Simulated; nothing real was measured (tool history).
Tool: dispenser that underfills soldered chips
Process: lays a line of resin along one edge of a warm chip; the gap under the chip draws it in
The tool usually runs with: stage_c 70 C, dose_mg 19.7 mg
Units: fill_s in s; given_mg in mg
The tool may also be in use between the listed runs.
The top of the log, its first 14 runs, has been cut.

run     day  stage_c  dose_mg  hours of work since the syringe was changed  hours of work since the valve was cleaned  hours of work since the stage was calibrated  fill_s  given_mg
      4.038  -- new syringe of resin
      4.333  -- new syringe of resin
 15   4.333       70     24.1                                            0                                         37                                           359   118.3     23.82
 16   4.588       70     24.1                                            5                                         41                                           364   149.7      23.7
      4.658  -- new syringe of resin
      4.979  -- new syringe of resin
 17   5.021       70     24.1                                            1                                         49                                           372   125.1     23.42
      5.288  -- new syringe of resin
 18   5.308       70     24.1                                            0                                         54                                           377   121.5     23.66
      5.617  -- new syringe of resin
 19   5.729       70     24.1                                            2                                         62                                           385   130.6     23.47
      5.938  -- new syringe of resin
 20   6.075       73     17.9                                            3                                         69                                           391   125.3     17.44
      6.254  -- new syringe of resin
 21   6.388       70     19.7                                            3                                         74                                           397   136.7     18.93
      6.562  -- new syringe of resin
 22   6.796       70     19.7                                            4                                         82                                           405   149.3      18.8
      6.871  -- new syringe of resin
 23   7.112       71     18.4                                            5                                         88                                           411   148.3     17.81
      7.192  -- new syringe of resin
      7.275  -- dispensing valve cleaned and set on the balance
      7.554  -- new syringe of resin
 24   7.575       78     19.8                                            0                                          5                                           418    91.6     19.69
       7.85  -- new syringe of resin
 25   7.975       65     20.1                                            2                                         13                                           426   165.6     20.16
       8.15  -- new syringe of resin
 26   8.312       65     20.1                                            3                                         19                                           432   177.1     19.95
      8.471  -- new syringe of resin
 27   8.583       65     20.1                                            2                                         24                                           437   165.6     19.92
      8.771  -- new syringe of resin
 28   8.883       82     20.9                                            2                                         30                                           442    83.1     20.43
      9.096  -- new syringe of resin
 29   9.188       68     18.2                                            2                                         35                                           448   150.4     17.81
      9.421  -- new syringe of resin
 30   9.517       59       17                                            2                                         41                                           454   221.1     16.58
 31   9.692       67     20.1                                            5                                         45                                           457   173.6     19.62
      9.733  -- new syringe of resin
     10.029  -- new syringe of resin
 32  10.125       67     20.1                                            2                                         52                                           465     150     19.55
 33  10.288       67     20.1                                            5                                         56                                           468     177     19.57

Branching from run 33: 5 alternative next runs. What would each branch give?
     10.329  -- new syringe of resin
  A  10.529       80     17.8                                            4                                         60                                           473       ?         ?
     10.329  -- new syringe of resin
  B  10.529       64     22.8                                            4                                         60                                           473       ?         ?
     10.329  -- new syringe of resin
  C  10.529       72     17.5                                            4                                         60                                           473       ?         ?
     10.329  -- new syringe of resin
  D  10.529       74       19                                            4                                         60                                           473       ?         ?
     10.329  -- new syringe of resin
  E  10.529       56     24.2                                            4                                         60                                           473       ?         ?

run  fill_s  given_mg
  A   103.4     17.31
  B   188.2     22.28
  C   144.7     17.02
  D   126.7     18.49
  E   264.9     23.59
Take away the tool's hidden state, keep each run's random variation, and the runs would have read:
run  fill_s  given_mg
  A    76.4     17.81
  B     138     22.92
  C   106.3     17.51
  D    93.3     19.02
  E   193.2     24.26

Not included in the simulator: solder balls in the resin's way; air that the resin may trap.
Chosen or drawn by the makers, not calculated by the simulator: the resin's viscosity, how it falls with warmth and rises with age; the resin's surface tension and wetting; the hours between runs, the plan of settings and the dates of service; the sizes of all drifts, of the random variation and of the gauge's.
